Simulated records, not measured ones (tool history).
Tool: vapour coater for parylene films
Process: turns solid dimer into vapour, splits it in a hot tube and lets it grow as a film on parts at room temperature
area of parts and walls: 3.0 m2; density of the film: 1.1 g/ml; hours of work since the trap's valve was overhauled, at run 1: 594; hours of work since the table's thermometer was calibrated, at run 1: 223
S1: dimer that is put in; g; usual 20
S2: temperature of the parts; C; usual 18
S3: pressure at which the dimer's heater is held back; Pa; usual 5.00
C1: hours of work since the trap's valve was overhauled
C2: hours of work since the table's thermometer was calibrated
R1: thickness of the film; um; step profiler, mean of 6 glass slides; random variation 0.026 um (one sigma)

run 1 hour=0.0 | S1=20 S2=18 S3=5.00 | C1=594 C2=223 | R1=3.99
run 2 hour=10.5 | S1=20 S2=18 S3=5.00 | C1=600 C2=229 | R1=3.96
run 3 hour=29.0 | S1=20 S2=18 S3=5.00 | C1=610 C2=240 | R1=3.99
run 4 hour=42.8 | S1=20 S2=18 S3=5.00 | C1=618 C2=248 | R1=4.02
run 5 hour=61.2 | S1=20 S2=18 S3=5.00 | C1=629 C2=259 | R1=4.01
run 6 hour=84.0 | S1=20 S2=18 S3=5.00 | C1=642 C2=272 | R1=4.00
run 7 hour=95.2 | S1=20 S2=18 S3=5.00 | C1=648 C2=278 | R1=3.99
-- hour=112.1 trap's valve overhauled
run 8 hour=115.5 | S1=20 S2=18 S3=5.00 | C1=2 C2=287 | R1=4.33
run 9 hour=138.1 | S1=20 S2=23 S3=10.20 | C1=15 C2=300 | R1=3.20
run 10 hour=152.2 | S1=20 S2=16 S3=8.62 | C1=23 C2=309 | R1=4.07
run 11 hour=165.1 | S1=8 S2=12 S3=7.02 | C1=30 C2=316 | R1=1.84

Forecast run 12:
run 12 hour=183.6 | S1=22 S2=12 S3=7.02 | C1=41 C2=327 | R1=?

Run 12 gave R1 5.10 um.
Without the tool's hidden state the same run would have given R1 5.12 um.
